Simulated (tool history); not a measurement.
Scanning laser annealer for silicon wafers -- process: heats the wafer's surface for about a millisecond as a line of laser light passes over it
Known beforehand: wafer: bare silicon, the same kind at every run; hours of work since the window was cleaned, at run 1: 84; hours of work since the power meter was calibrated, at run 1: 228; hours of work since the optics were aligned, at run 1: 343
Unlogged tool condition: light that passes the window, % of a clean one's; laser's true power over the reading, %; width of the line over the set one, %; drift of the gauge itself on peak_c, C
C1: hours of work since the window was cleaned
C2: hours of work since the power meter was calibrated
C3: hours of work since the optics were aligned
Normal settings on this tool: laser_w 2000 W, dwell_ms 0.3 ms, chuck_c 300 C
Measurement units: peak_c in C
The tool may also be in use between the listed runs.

Run 1, hour 0: usual settings; C1 84; C2 228; C3 343. Result: peak_c 1059 C.
Run 2, hour 40.6: usual settings but laser_w 1809 W; C1 108; C2 252; C3 367. Result: peak_c 991 C.
Run 3, hour 70.5: usual settings but laser_w 1809 W; C1 126; C2 269; C3 384. Result: peak_c 995 C.
Run 4, hour 94.2: usual settings but laser_w 1809 W; C1 140; C2 283; C3 398. Result: peak_c 993 C.
Run 5, hour 142.4: usual settings but laser_w 1809 W; C1 168; C2 312; C3 427. Result: peak_c 990 C.
Run 6, hour 189.4: usual settings but laser_w 1809 W; C1 196; C2 340; C3 455. Result: peak_c 991 C.
Run 7, hour 226.9: usual settings but laser_w 1809 W; C1 218; C2 362; C3 477. Result: peak_c 992 C.
Run 8, hour 249.8: usual settings but laser_w 1809 W; C1 232; C2 375; C3 490. Result: peak_c 994 C.
Run 9, hour 293.2: usual settings but laser_w 1809 W; C1 257; C2 401; C3 516. Result: peak_c 995 C.
Run 10, hour 321.8: usual settings but laser_w 1809 W; C1 274; C2 418; C3 533. Result: peak_c 991 C.
Run 11, hour 364.6: usual settings but laser_w 1809 W; C1 300; C2 443; C3 558. Result: peak_c 990 C.
Run 12, hour 401.5: usual settings; C1 321; C2 465; C3 580. Result: peak_c 1059 C.
Run 13, hour 435.8: usual settings; C1 342; C2 485; C3 600. Result: peak_c 1060 C.
Run 14, hour 472.9: usual settings; C1 364; C2 507; C3 622. Result: peak_c 1059 C.
Run 15, hour 513.9: usual settings; C1 388; C2 532; C3 647. Result: peak_c 1058 C.
Run 16, hour 556.8: usual settings; C1 413; C2 557; C3 672. Result: peak_c 1062 C.
Run 17, hour 592.6: usual settings but chuck_c 270 C; C1 434; C2 578; C3 693. Result: peak_c 1027 C.
Run 18, hour 628.6: usual settings but chuck_c 270 C; C1 456; C2 599; C3 714. Result: peak_c 1030 C.
Run 19, hour 652.8: usual settings but chuck_c 270 C; C1 470; C2 614; C3 729. Result: peak_c 1033 C.
At hour 676: window over the wafer cleaned.
Run 20, hour 676: usual settings but chuck_c 270 C; C1 0; C2 626; C3 741. Result: peak_c 1029 C.
Run 21, hour 707.9: usual settings but dwell_ms 0.358 ms; C1 19; C2 645; C3 760. Result: peak_c 1132 C.
Run 22, hour 731.4: usual settings but dwell_ms 0.235 ms, chuck_c 269 C; C1 33; C2 659; C3 774. Result: peak_c 934 C.
Run 23, hour 779: usual settings but laser_w 2182 W, dwell_ms 0.225 ms, chuck_c 294 C; C1 61; C2 687; C3 802. Result: peak_c 1004 C.
Run 24, hour 802.7: usual settings but laser_w 2182 W, dwell_ms 0.354 ms, chuck_c 272 C; C1 75; C2 701; C3 816. Result: peak_c 1170 C.
Run 25, hour 841.5: usual settings but laser_w 2182 W, dwell_ms 0.354 ms, chuck_c 272 C; C1 98; C2 724; C3 839. Result: peak_c 1169 C.
Run 26, hour 874.2: usual settings but laser_w 1784 W, chuck_c 267 C; C1 117; C2 743; C3 858. Result: peak_c 951 C.
Run 27, hour 922.1: usual settings but laser_w 1927 W, dwell_ms 0.373 ms, chuck_c 283 C; C1 146; C2 772; C3 887. Result: peak_c 1108 C.
Run 28, hour 941.7: usual settings but laser_w 1927 W, dwell_ms 0.373 ms, chuck_c 283 C; C1 157; C2 783; C3 898. Result: peak_c 1106 C.
Run 29, hour 973.1: usual settings but laser_w 1927 W, dwell_ms 0.373 ms, chuck_c 283 C; C1 176; C2 802; C3 917. Result: peak_c 1108 C.
Run 30, hour 1017.6: usual settings but chuck_c 275 C; C1 202; C2 828; C3 943. Result: peak_c 1033 C.
Run 31, hour 1041.7: usual settings but chuck_c 275 C; C1 216; C2 843; C3 958. Result: peak_c 1033 C.
Run 32, hour 1088.4: usual settings but laser_w 1933 W, dwell_ms 0.35 ms; C1 244; C2 870; C3 985. Result: peak_c 1098 C.
Run 33, hour 1111.6: usual settings but laser_w 2040 W, dwell_ms 0.376 ms, chuck_c 302 C; C1 258; C2 884; C3 999. Result: peak_c 1176 C.
Run 34, hour 1132.8: usual settings but laser_w 2163 W, dwell_ms 0.336 ms, chuck_c 332 C; C1 270; C2 896; C3 1011. Result: peak_c 1201 C.
Run 35, hour 1159.1: usual settings but chuck_c 338 C; C1 286; C2 912; C3 1027. Result: peak_c 1097 C.
Run 36, hour 1185.4: usual settings but chuck_c 338 C; C1 301; C2 928; C3 1043. Result: peak_c 1095 C.
Run 37, hour 1231.8: usual settings but chuck_c 338 C; C1 329; C2 955; C3 1070. Result: peak_c 1096 C.
Run 38, hour 1276.1: usual settings but dwell_ms 0.24 ms, chuck_c 324 C; C1 355; C2 981; C3 1096. Result: peak_c 995 C.
Run 39, hour 1297.3: usual settings but laser_w 2052 W, dwell_ms 0.21 ms, chuck_c 325 C; C1 367; C2 994; C3 1109. Result: peak_c 969 C.
Run 40, hour 1326.2: usual settings but laser_w 2090 W, dwell_ms 0.262 ms; C1 385; C2 1011; C3 1126. Result: peak_c 1036 C.
Run 41, hour 1363.2: usual settings but laser_w 1795 W, dwell_ms 0.367 ms; C1 407; C2 1033; C3 1148. Result: peak_c 1067 C.

3 options for the next run, each taken on its own from the tool as it stands now. Forecast them:
Run A, hour 1387.9: usual settings but laser_w 1882 W, dwell_ms 0.367 ms; C1 421; C2 1047; C3 1162. Result: peak_c ?.
Run B, hour 1387.9: usual settings but laser_w 1795 W, dwell_ms 0.367 ms, chuck_c 310 C; C1 421; C2 1047; C3 1162. Result: peak_c ?.
Run C, hour 1387.9: usual settings but laser_w 1797 W, chuck_c 317 C; C1 421; C2 1047; C3 1162. Result: peak_c ?.

run  peak_c
  A    1097
  B    1072
  C    1006
Without the tool's hidden state the same runs would have given:
run  peak_c
  A    1098
  B    1073
  C    1007
